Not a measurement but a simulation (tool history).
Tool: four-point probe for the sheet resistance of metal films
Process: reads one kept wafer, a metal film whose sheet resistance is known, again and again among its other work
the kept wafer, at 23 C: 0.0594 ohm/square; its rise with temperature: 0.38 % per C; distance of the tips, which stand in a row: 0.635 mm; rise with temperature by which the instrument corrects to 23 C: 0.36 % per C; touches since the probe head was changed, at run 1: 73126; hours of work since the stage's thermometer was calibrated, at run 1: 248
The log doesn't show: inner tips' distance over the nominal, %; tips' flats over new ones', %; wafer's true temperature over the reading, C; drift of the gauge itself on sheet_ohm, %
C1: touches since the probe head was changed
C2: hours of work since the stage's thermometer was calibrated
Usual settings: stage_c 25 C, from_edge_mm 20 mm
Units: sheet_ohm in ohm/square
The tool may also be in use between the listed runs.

Run 1, day 0.000: usual settings; C1 73126; C2 248. Result: sheet_ohm 0.058827 ohm/square.
Run 2, day 1.425: usual settings; C1 73996; C2 263. Result: sheet_ohm 0.058849 ohm/square.
Run 3, day 2.908: usual settings; C1 74901; C2 278. Result: sheet_ohm 0.058824 ohm/square.
Run 4, day 4.129: usual settings; C1 75648; C2 290. Result: sheet_ohm 0.058827 ohm/square.
Run 5, day 4.829: usual settings but stage_c 24 C; C1 76074; C2 297. Result: sheet_ohm 0.058831 ohm/square.
Run 6, day 5.683: usual settings but stage_c 24 C; C1 76596; C2 306. Result: sheet_ohm 0.058793 ohm/square.
Run 7, day 6.821: usual settings but stage_c 24 C; C1 77289; C2 317. Result: sheet_ohm 0.058817 ohm/square.
Run 8, day 8.475: usual settings but stage_c 24 C; C1 78299; C2 334. Result: sheet_ohm 0.058796 ohm/square.
Run 9, day 9.175: usual settings but stage_c 31 C; C1 78727; C2 341. Result: sheet_ohm 0.058857 ohm/square.
Run 10, day 10.133: usual settings but stage_c 31 C; C1 79311; C2 350. Result: sheet_ohm 0.058854 ohm/square.
Run 11, day 11.196: usual settings but stage_c 31 C; C1 79960; C2 361. Result: sheet_ohm 0.058871 ohm/square.
Run 12, day 12.504: usual settings but stage_c 31 C; C1 80760; C2 374. Result: sheet_ohm 0.058850 ohm/square.
Run 13, day 13.229: usual settings but from_edge_mm 51 mm; C1 81201; C2 381. Result: sheet_ohm 0.058772 ohm/square.
Run 14, day 14.088: usual settings but from_edge_mm 51 mm; C1 81727; C2 390. Result: sheet_ohm 0.058755 ohm/square.
Run 15, day 15.633: usual settings; C1 82668; C2 406. Result: sheet_ohm 0.058789 ohm/square.
Run 16, day 16.625: usual settings; C1 83274; C2 416. Result: sheet_ohm 0.058790 ohm/square.
Run 17, day 17.296: usual settings; C1 83684; C2 422. Result: sheet_ohm 0.058787 ohm/square.
Run 18, day 18.825: usual settings but from_edge_mm 13 mm; C1 84617; C2 438. Result: sheet_ohm 0.058808 ohm/square.
Run 19, day 19.942: usual settings but from_edge_mm 13 mm; C1 85299; C2 449. Result: sheet_ohm 0.058828 ohm/square.
Run 20, day 21.488: usual settings but stage_c 30 C; C1 86244; C2 465. Result: sheet_ohm 0.058807 ohm/square.
Run 21, day 22.917: usual settings but from_edge_mm 4 mm; C1 87116; C2 479. Result: sheet_ohm 0.059503 ohm/square.
Run 22, day 24.488: usual settings but from_edge_mm 4 mm; C1 88075; C2 495. Result: sheet_ohm 0.059530 ohm/square.
Run 23, day 25.238: usual settings but stage_c 24 C, from_edge_mm 8 mm; C1 88531; C2 502. Result: sheet_ohm 0.058938 ohm/square.
Run 24, day 25.979: usual settings but stage_c 32 C, from_edge_mm 14 mm; C1 88985; C2 510. Result: sheet_ohm 0.058865 ohm/square.
At day 26.358: new probe head fitted.
Run 25, day 27.096: usual settings but stage_c 32 C, from_edge_mm 14 mm; C1 450; C2 521. Result: sheet_ohm 0.059691 ohm/square.
Run 26, day 28.033: usual settings but stage_c 22 C, from_edge_mm 72 mm; C1 1022; C2 530. Result: sheet_ohm 0.059516 ohm/square.
Run 27, day 29.083: usual settings but stage_c 20 C, from_edge_mm 5 mm; C1 1664; C2 541. Result: sheet_ohm 0.060011 ohm/square.
Run 28, day 30.217: usual settings but stage_c 23 C, from_edge_mm 6 mm; C1 2354; C2 552. Result: sheet_ohm 0.059877 ohm/square.
Run 29, day 31.192: usual settings but stage_c 30 C, from_edge_mm 7 mm; C1 2951; C2 562. Result: sheet_ohm 0.059856 ohm/square.
Run 30, day 32.058: usual settings but stage_c 23 C, from_edge_mm 12 mm; C1 3479; C2 570. Result: sheet_ohm 0.059585 ohm/square.
Run 31, day 32.875: usual settings but stage_c 23 C, from_edge_mm 12 mm; C1 3978; C2 579. Result: sheet_ohm 0.059615 ohm/square.
Run 32, day 33.954: usual settings but stage_c 33 C, from_edge_mm 11 mm; C1 4636; C2 590. Result: sheet_ohm 0.059715 ohm/square.
Run 33, day 34.650: usual settings but stage_c 33 C, from_edge_mm 11 mm; C1 5061; C2 597. Result: sheet_ohm 0.059714 ohm/square.
Run 34, day 35.888: usual settings but from_edge_mm 32 mm; C1 5816; C2 609. Result: sheet_ohm 0.059538 ohm/square.
Run 35, day 37.371: usual settings; C1 6722; C2 624. Result: sheet_ohm 0.059540 ohm/square.
Run 36, day 38.850: usual settings; C1 7625; C2 639. Result: sheet_ohm 0.059579 ohm/square.
Run 37, day 40.446: usual settings but stage_c 19 C, from_edge_mm 22 mm; C1 8600; C2 655. Result: sheet_ohm 0.059483 ohm/square.
Run 38, day 41.938: usual settings but stage_c 19 C, from_edge_mm 22 mm; C1 9509; C2 670. Result: sheet_ohm 0.059483 ohm/square.
Run 39, day 42.667: usual settings but stage_c 19 C, from_edge_mm 54 mm; C1 9955; C2 677. Result: sheet_ohm 0.059474 ohm/square.
Run 40, day 44.188: usual settings but stage_c 20 C, from_edge_mm 51 mm; C1 10883; C2 692. Result: sheet_ohm 0.059451 ohm/square.
Run 41, day 45.600: usual settings but stage_c 23 C, from_edge_mm 26 mm; C1 11747; C2 707. Result: sheet_ohm 0.059500 ohm/square.
Run 42, day 46.754: usual settings but stage_c 23 C, from_edge_mm 26 mm; C1 12450; C2 718. Result: sheet_ohm 0.059492 ohm/square.

Measured less the same run without the tool's hidden state. The same run-to-run variation is in both; the gauge's scatter may not be:
run  sheet_ohm
  1  -0.000621
  2  -0.000627
  3  -0.000630
  4  -0.000634
  5  -0.000637
  6  -0.000638
  7  -0.000642
  8  -0.000646
  9  -0.000650
 10  -0.000653
 11  -0.000657
 12  -0.000661
 13  -0.000661
 14  -0.000664
 15  -0.000668
 16  -0.000671
 17  -0.000673
 18  -0.000678
 19  -0.000682
 20  -0.000686
 21  -0.000698
 22  -0.000703
 23  -0.000698
 24  -0.000701
 25  +0.000134
 26  +0.000132
 27  +0.000130
 28  +0.000126
 29  +0.000123
 30  +0.000120
 31  +0.000118
 32  +0.000114
 33  +0.000111
 34  +0.000109
 35  +0.000103
 36  +0.000099
 37  +0.000096
 38  +0.000091
 39  +0.000090
 40  +0.000085
 41  +0.000080
 42  +0.000077
